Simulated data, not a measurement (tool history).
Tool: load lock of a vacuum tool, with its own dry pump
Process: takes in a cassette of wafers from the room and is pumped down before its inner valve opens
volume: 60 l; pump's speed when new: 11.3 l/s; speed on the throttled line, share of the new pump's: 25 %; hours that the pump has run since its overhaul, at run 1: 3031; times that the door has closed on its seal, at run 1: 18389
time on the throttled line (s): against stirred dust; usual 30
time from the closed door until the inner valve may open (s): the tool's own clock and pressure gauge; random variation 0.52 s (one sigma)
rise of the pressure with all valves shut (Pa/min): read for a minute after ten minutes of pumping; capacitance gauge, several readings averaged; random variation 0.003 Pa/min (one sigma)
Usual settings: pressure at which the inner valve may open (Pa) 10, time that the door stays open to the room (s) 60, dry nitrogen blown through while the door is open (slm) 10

run	hour	time on the throttled line (s)	pressure at which the inner valve may open (Pa)	time that the door stays open to the room (s)	dry nitrogen blown through while the door is open (slm)	hours that the pump has run since its overhaul	times that the door has closed on its seal	incoming humidity of the room's air, %	time from the closed door until the inner valve may open (s)	rise of the pressure with all valves shut (Pa/min)
1	0	30	10	60	10	3031	18389	46.6	74.3	0.122
2	63.1	30	10	60	10	3094	18574	45.7	74	0.117
3	105.9	30	10	60	10	3136	18699	41.3	73.5	0.11
4	158.5	30	10	60	8	3189	18853	42.9	73.5	0.122
5	221.7	30	10	60	37	3252	19039	48.6	73.6	0.102
6	294.3	30	11	60	10	3325	19251	45.6	73.9	0.118
7	375.5	30	11	60	10	3406	19489	44.5	73.3	0.119
8	463	30	16	60	10	3494	19746	44.4	70.7	0.127
9	530.6	30	10	60	7	3561	19944	43.4	74.7	0.126
10	625.1	30	10	60	7	3656	20221	42.4	75.1	0.136
11	714.9	30	10	60	7	3745	20483	45.3	74.1	0.136
12	760.5	30	10	60	7	3791	20617	46.8	73.8	0.131
13	815.5	30	10	60	7	3846	20778	44.7	74.7	0.129
14	876.6	28	10	101	10	3907	20957	46.4	72.5	0.15
15	959.6	28	8	101	27	3990	21201	43.8	74.4	0.131
16	1018	28	8	101	27	4049	21372	47	74.7	0.131
17	1057.7	28	8	101	27	4088	21488	44.8	75.3	0.132
18	1133.1	57	17	92	10	4164	21709	45.1	91.6	0.151
19	1178.7	57	8	39	10	4209	21843	45.6	96	0.129
20	1269.9	16	16	67	33	4300	22110	43.6	61.7	0.124
21	1312.5	30	10	60	17	4343	22234	47.5	75.4	0.136
22	1375.7	47	12	34	17	4406	22420	45	86.6	0.124
23	1458.6	30	10	62	10	4489	22663	45.2	75.8	0.146
24	1520.3	16	10	118	10	4551	22843	47.3	65.5	0.17
25	1564.7	16	17	82	12	4595	22973	44.6	61.4	0.151

Hidden state or all else? Some run-to-run changes of time from the closed door until the inner valve may open (s), split into what the settings, what came in and random variation would give without the hidden state, and what is left for the hidden state (with any gauge scatter that isn't in both results):
The hidden state here: pump's speed, % of a new pump's; leak at the door's seal, Pa l/s; drift of the gauge itself on ready_s, %; drift of the gauge itself on rise_pa_min, %.
Run 17 -> 18: time on the throttled line (s) 28 -> 57, pressure at which the inner valve may open (Pa) 8 -> 17, time that the door stays open to the room (s) 101 -> 92, dry nitrogen blown through while the door is open (slm) 27 -> 10. time from the closed door until the inner valve may open (s) +16.3: hidden state -0.8, all else +17.1.
Run 19 -> 20: time on the throttled line (s) 57 -> 16, pressure at which the inner valve may open (Pa) 8 -> 16, time that the door stays open to the room (s) 39 -> 67, dry nitrogen blown through while the door is open (slm) 10 -> 33. time from the closed door until the inner valve may open (s) -34.3: hidden state +0.5, all else -34.8.
Run 22 -> 23: time on the throttled line (s) 47 -> 30, pressure at which the inner valve may open (Pa) 12 -> 10, time that the door stays open to the room (s) 34 -> 62, dry nitrogen blown through while the door is open (slm) 17 -> 10. time from the closed door until the inner valve may open (s) -10.8: hidden state +0.6, all else -11.4.
